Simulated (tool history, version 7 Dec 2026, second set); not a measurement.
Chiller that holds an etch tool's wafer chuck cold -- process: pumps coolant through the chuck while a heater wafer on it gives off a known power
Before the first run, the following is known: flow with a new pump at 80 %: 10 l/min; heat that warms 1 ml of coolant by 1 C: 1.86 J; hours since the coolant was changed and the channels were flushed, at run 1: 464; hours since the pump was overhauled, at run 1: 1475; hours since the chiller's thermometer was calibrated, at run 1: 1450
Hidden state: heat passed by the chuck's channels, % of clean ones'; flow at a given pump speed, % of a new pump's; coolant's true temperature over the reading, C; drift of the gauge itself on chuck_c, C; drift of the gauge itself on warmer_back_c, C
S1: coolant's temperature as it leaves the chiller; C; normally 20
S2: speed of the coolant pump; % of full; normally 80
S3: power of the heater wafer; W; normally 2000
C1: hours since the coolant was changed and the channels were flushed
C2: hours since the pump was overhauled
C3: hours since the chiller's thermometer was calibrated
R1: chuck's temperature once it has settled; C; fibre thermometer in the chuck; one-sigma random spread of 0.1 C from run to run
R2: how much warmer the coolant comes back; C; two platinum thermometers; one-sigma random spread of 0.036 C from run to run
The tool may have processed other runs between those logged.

run 1 day=0.000 | S1=20 S2=80 S3=2000 | C1=464 C2=1475 C3=1450 | R1=41.4 R2=6.57
run 2 day=4.562 | S1=20 S2=80 S3=2000 | C1=573 C2=1584 C3=1560 | R1=41.7 R2=6.62
run 3 day=8.458 | S1=20 S2=76 S3=2000 | C1=667 C2=1678 C3=1653 | R1=42.4 R2=7.03
run 4 day=12.354 | S1=20 S2=76 S3=2000 | C1=760 C2=1771 C3=1747 | R1=42.5 R2=7.03
run 5 day=15.829 | S1=20 S2=72 S3=2000 | C1=844 C2=1855 C3=1830 | R1=43.2 R2=7.44
run 6 day=20.629 | S1=20 S2=72 S3=2000 | C1=959 C2=1970 C3=1945 | R1=43.3 R2=7.37
run 7 day=25.750 | S1=20 S2=72 S3=2000 | C1=1082 C2=2093 C3=2068 | R1=43.5 R2=7.44
run 8 day=29.825 | S1=20 S2=80 S3=2000 | C1=1179 C2=2190 C3=2166 | R1=42.3 R2=6.76
run 9 day=34.271 | S1=20 S2=80 S3=2000 | C1=1286 C2=2297 C3=2273 | R1=42.0 R2=6.73
run 10 day=36.738 | S1=20 S2=84 S3=2000 | C1=1345 C2=2356 C3=2332 | R1=41.6 R2=6.43
run 11 day=41.517 | S1=17 S2=82 S3=1123 | C1=1460 C2=2471 C3=2447 | R1=29.0 R2=3.67
run 12 day=44.258 | S1=17 S2=82 S3=1123 | C1=1526 C2=2537 C3=2513 | R1=29.2 R2=3.74
run 13 day=46.471 | S1=12 S2=67 S3=2506 | C1=1579 C2=2590 C3=2566 | R1=42.9 R2=9.96
run 14 day=50.683 | S1=20 S2=73 S3=1829 | C1=1680 C2=2691 C3=2667 | R1=41.4 R2=6.79
run 15 day=53.412 | S1=11 S2=63 S3=1708 | C1=1746 C2=2756 C3=2732 | R1=32.8 R2=7.27
run 16 day=58.254 | S1=19 S2=63 S3=1239 | C1=1862 C2=2873 C3=2848 | R1=34.7 R2=5.32
run 17 day=61.888 | S1=19 S2=70 S3=1496 | C1=1949 C2=2960 C3=2936 | R1=36.9 R2=5.78
run 18 day=65.317 | S1=27 S2=80 S3=2597 | C1=2031 C2=3042 C3=3018 | R1=56.2 R2=8.78
run 19 day=68.154 | S1=12 S2=64 S3=2259 | C1=2099 C2=3110 C3=3086 | R1=40.7 R2=9.58
-- day=70.079 chiller's thermometer calibrated
run 20 day=71.683 | S1=12 S2=67 S3=1290 | C1=2183 C2=3194 C3=38 | R1=28.1 R2=5.21

Entry by entry between the runs, the difference in hidden state between the last listed run before and the first listed run after:
In the gap between runs 19 and 20: chiller's thermometer calibrated (day 70.079)
  heat passed by the chuck's channels, % of clean ones': 96.5 -> 96.4; flow at a given pump speed, % of a new pump's: 94.6 -> 94.4; coolant's true temperature over the reading, C: -0.3 -> 0.03
  measured minus no-state result, R1: +1.5 -> +1.0 C; R2: +0.52 -> +0.29 C
